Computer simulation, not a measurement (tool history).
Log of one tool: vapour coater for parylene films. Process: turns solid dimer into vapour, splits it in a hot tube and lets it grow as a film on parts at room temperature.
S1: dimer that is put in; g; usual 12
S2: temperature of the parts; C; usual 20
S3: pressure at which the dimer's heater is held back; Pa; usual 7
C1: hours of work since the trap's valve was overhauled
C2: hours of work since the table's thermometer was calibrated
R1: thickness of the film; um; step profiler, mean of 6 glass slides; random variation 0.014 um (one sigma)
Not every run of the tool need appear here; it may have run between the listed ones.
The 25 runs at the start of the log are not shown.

| run | hour | S1 | S2 | S3 | C1 | C2 | R1 |
|---|---|---|---|---|---|---|---|
| 26 | 1221.6 | 11 | 14 | 8.82 | 157 | 507 | 2.15 |
| 27 | 1288.6 | 8 | 24 | 2.33 | 189 | 539 | 1.41 |
| 28 | 1328.2 | 15 | 21 | 2.92 | 208 | 557 | 2.78 |
| 29 | 1369.1 | 15 | 21 | 2.92 | 227 | 576 | 2.77 |
| 30 | 1407.5 | 12 | 20 | 11.01 | 245 | 595 | 1.91 |
| 31 | 1459.1 | 8 | 18 | 4.36 | 269 | 619 | 1.52 |
| 32 | 1497.4 | 10 | 16 | 7.55 | 287 | 637 | 1.86 |
| 33 | 1527.6 | 7 | 25 | 7.55 | 302 | 651 | 1.02 |
| 34 | 1575.3 | 7 | 25 | 7.55 | 324 | 674 | 1 |
| 35 | 1608.8 | 8 | 20 | 7.55 | 340 | 690 | 1.32 |
| 36 | 1650.7 | 11 | 29 | 7 | 360 | 709 | 1.4 |
| 37 | 1682.8 | 7 | 26 | 7 | 375 | 724 | 0.98 |
| 38 | 1736.5 | 21 | 26 | 5.12 | 400 | 750 | 3.05 |
| 39 | 1778.8 | 21 | 26 | 5.12 | 420 | 770 | 3.03 |
| 40 | 1827.5 | 12 | 20 | 2.93 | 443 | 793 | 2.19 |
| 41 | 1863.5 | 12 | 20 | 8.55 | 460 | 810 | 1.91 |
| 42 | 1922.8 | 15 | 25 | 5.2 | 488 | 838 | 2.23 |
| 43 | 1979.8 | 10 | 25 | 5.2 | 515 | 865 | 1.46 |
| 44 | 2011.1 | 13 | 32 | 3.65 | 530 | 879 | 1.63 |
| 45 | 2060.1 | 13 | 32 | 3.65 | 553 | 902 | 1.61 |
| 46 | 2126 | 14 | 23 | 4.86 | 584 | 934 | 2.16 |

Each row is a separate what-if for the run after 46, all from the same tool condition, not one after another. Results?
| A | 2190.7 | 22 | 14 | 4.99 | 615 | 964 | ? |
| B | 2190.7 | 14 | 23 | 4.86 | 615 | 964 | ? |
| C | 2190.7 | 12 | 14 | 7 | 615 | 964 | ? |

| run | R1 |
|---|---|
| A | 4.46 |
| B | 2.18 |
| C | 2.28 |
Without the tool's unlogged condition, the same runs would have read:
| run | R1 |
|---|---|
| A | 4.74 |
| B | 2.32 |
| C | 2.42 |

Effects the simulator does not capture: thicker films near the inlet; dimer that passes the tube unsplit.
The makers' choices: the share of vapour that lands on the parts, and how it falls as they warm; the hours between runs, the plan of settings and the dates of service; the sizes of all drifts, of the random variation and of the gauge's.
